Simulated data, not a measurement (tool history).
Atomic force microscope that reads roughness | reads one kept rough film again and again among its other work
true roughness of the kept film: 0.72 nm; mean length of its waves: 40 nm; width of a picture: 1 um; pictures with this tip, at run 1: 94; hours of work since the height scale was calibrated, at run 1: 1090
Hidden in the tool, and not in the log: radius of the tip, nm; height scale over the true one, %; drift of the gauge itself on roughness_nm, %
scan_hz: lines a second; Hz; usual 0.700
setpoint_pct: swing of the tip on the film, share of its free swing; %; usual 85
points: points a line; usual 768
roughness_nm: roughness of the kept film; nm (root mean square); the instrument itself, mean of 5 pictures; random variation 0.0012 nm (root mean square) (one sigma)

run     day  scan_hz  setpoint_pct  points  pictures with this tip  hours of work since the height scale was calibrated  roughness_nm
  1   0.000    0.700            85     768                      94                                                 1090         0.676
      0.958  -- new tip fitted
  2   1.617    0.700            72     768                      35                                                 1114         0.691
      3.592  -- new tip fitted
  3   3.592    0.700            72     924                       0                                                 1144         0.695
  4   5.942    0.700            72     924                     124                                                 1180         0.680
      6.371  -- new tip fitted
  5   7.733    0.700            72     924                      72                                                 1206         0.686
      9.008  -- new tip fitted
  6   9.471    0.700            72     924                      24                                                 1232         0.692
     11.762  -- new tip fitted
  7  11.862    0.700            72     924                       5                                                 1268         0.691
  8  13.671    0.700            72     924                     101                                                 1296         0.684
     14.425  -- new tip fitted
  9  14.838    1.508            85     768                      22                                                 1313         0.657
 10  15.875    1.508            85     768                      76                                                 1329         0.653
     17.171  -- new tip fitted
 11  17.617    1.508            85     768                      23                                                 1355         0.655
     19.838  -- new tip fitted
 12  19.858    1.508            85     768                       1                                                 1389         0.657
 13  21.304    1.508            85     768                      77                                                 1411         0.650
     22.483  -- new tip fitted
 14  23.483    3.180            88     410                      53                                                 1443         0.594
     25.179  -- new tip fitted
 15  25.804    1.614            62     375                      33                                                 1478         0.682
 16  27.571    0.700            56     293                     126                                                 1505         0.684
     28.017  -- new tip fitted
 17  29.346    0.700            56     293                      69                                                 1532         0.689
     30.671  -- new tip fitted
 18  31.004    0.700            56     293                      18                                                 1556         0.691
     31.200  -- height scale calibrated on a step standard
 19  32.429    1.276            85     493                      91                                                   19         0.649
     33.404  -- new tip fitted
 20  34.492    1.265            80     725                      57                                                   50         0.663
     36.092  -- new tip fitted
 21  36.129    3.375            65     768                       2                                                   74         0.662
     36.754  -- height scale calibrated on a step standard, once more
 22  38.379    3.375            65     768                     119                                                   25         0.667
     38.775  -- new tip fitted
 23  39.658    3.375            65     768                      47                                                   44         0.670
 24  40.804    3.375            65     768                     107                                                   61         0.668
     41.433  -- new tip fitted
 25  42.458    3.375            65     768                      54                                                   86         0.670

How the hidden state differs across the entries between the runs, from the last listed run before each to the first after it:
Between runs 1 and 2: new tip fitted (day 0.958)
  radius of the tip, nm: 11.7 -> 8; height scale over the true one, %: -1.02 -> -1.04
  measured less the result without the state, roughness_nm: -0.015 -> -0.011 nm (root mean square)
Between runs 2 and 3: new tip fitted (day 3.592)
  radius of the tip, nm: 8 -> 5.2; height scale over the true one, %: -1.04 -> -1.06
  measured less the result without the state, roughness_nm: -0.011 -> -0.008 nm (root mean square)
Between runs 4 and 5: new tip fitted (day 6.371)
  radius of the tip, nm: 13.9 -> 10.9; height scale over the true one, %: -1.1 -> -1.12
  measured less the result without the state, roughness_nm: -0.019 -> -0.014 nm (root mean square)
Between runs 5 and 6: new tip fitted (day 9.008)
  radius of the tip, nm: 10.9 -> 7; height scale over the true one, %: -1.12 -> -1.14
  measured less the result without the state, roughness_nm: -0.014 -> -0.011 nm (root mean square)
Between runs 6 and 7: new tip fitted (day 11.762)
  radius of the tip, nm: 7 -> 5.4; height scale over the true one, %: -1.14 -> -1.18
  measured less the result without the state, roughness_nm: -0.011 -> -0.009 nm (root mean square)
Between runs 8 and 9: new tip fitted (day 14.425)
  radius of the tip, nm: 11.7 -> 7; height scale over the true one, %: -1.2 -> -1.22
  measured less the result without the state, roughness_nm: -0.017 -> -0.010 nm (root mean square)
Between runs 10 and 11: new tip fitted (day 17.171)
  radius of the tip, nm: 10.5 -> 7.2; height scale over the true one, %: -1.23 -> -1.25
  measured less the result without the state, roughness_nm: -0.014 -> -0.011 nm (root mean square)
Between runs 11 and 12: new tip fitted (day 19.838)
  radius of the tip, nm: 7.2 -> 5.5; height scale over the true one, %: -1.25 -> -1.28
  measured less the result without the state, roughness_nm: -0.011 -> -0.009 nm (root mean square)
Between runs 13 and 14: new tip fitted (day 22.483)
  radius of the tip, nm: 10.5 -> 9.1; height scale over the true one, %: -1.3 -> -1.33
  measured less the result without the state, roughness_nm: -0.015 -> -0.012 nm (root mean square)
Between runs 14 and 15: new tip fitted (day 25.179)
  radius of the tip, nm: 9.1 -> 7.5; height scale over the true one, %: -1.33 -> -1.36
  measured less the result without the state, roughness_nm: -0.012 -> -0.013 nm (root mean square)
Between runs 16 and 17: new tip fitted (day 28.017)
  radius of the tip, nm: 13.8 -> 10; height scale over the true one, %: -1.39 -> -1.41
  measured less the result without the state, roughness_nm: -0.021 -> -0.016 nm (root mean square)
Between runs 17 and 18: new tip fitted (day 30.671)
  radius of the tip, nm: 10 -> 6.6; height scale over the true one, %: -1.41 -> -1.43
  measured less the result without the state, roughness_nm: -0.016 -> -0.012 nm (root mean square)
Between runs 18 and 19: height scale calibrated on a step standard (day 31.200)
  radius of the tip, nm: 6.6 -> 11.3; height scale over the true one, %: -1.43 -> -2.03
  measured less the result without the state, roughness_nm: -0.012 -> -0.020 nm (root mean square)
Between runs 19 and 20: new tip fitted (day 33.404)
  radius of the tip, nm: 11.3 -> 9.2; height scale over the true one, %: -2.03 -> -2.06
  measured less the result without the state, roughness_nm: -0.020 -> -0.019 nm (root mean square)
Between runs 20 and 21: new tip fitted (day 36.092)
  radius of the tip, nm: 9.2 -> 5.9; height scale over the true one, %: -2.06 -> -2.08
  measured less the result without the state, roughness_nm: -0.019 -> -0.015 nm (root mean square)
Between runs 21 and 22: height scale calibrated on a step standard, once more (day 36.754)
  radius of the tip, nm: 5.9 -> 13.8; height scale over the true one, %: -2.08 -> -0.09
  measured less the result without the state, roughness_nm: -0.015 -> -0.011 nm (root mean square)
Between runs 22 and 23: new tip fitted (day 38.775)
  radius of the tip, nm: 13.8 -> 8; height scale over the true one, %: -0.09 -> -0.1
  measured less the result without the state, roughness_nm: -0.011 -> -0.004 nm (root mean square)
Between runs 24 and 25: new tip fitted (day 41.433)
  radius of the tip, nm: 12.2 -> 9.2; height scale over the true one, %: -0.12 -> -0.14
  measured less the result without the state, roughness_nm: -0.010 -> -0.006 nm (root mean square)
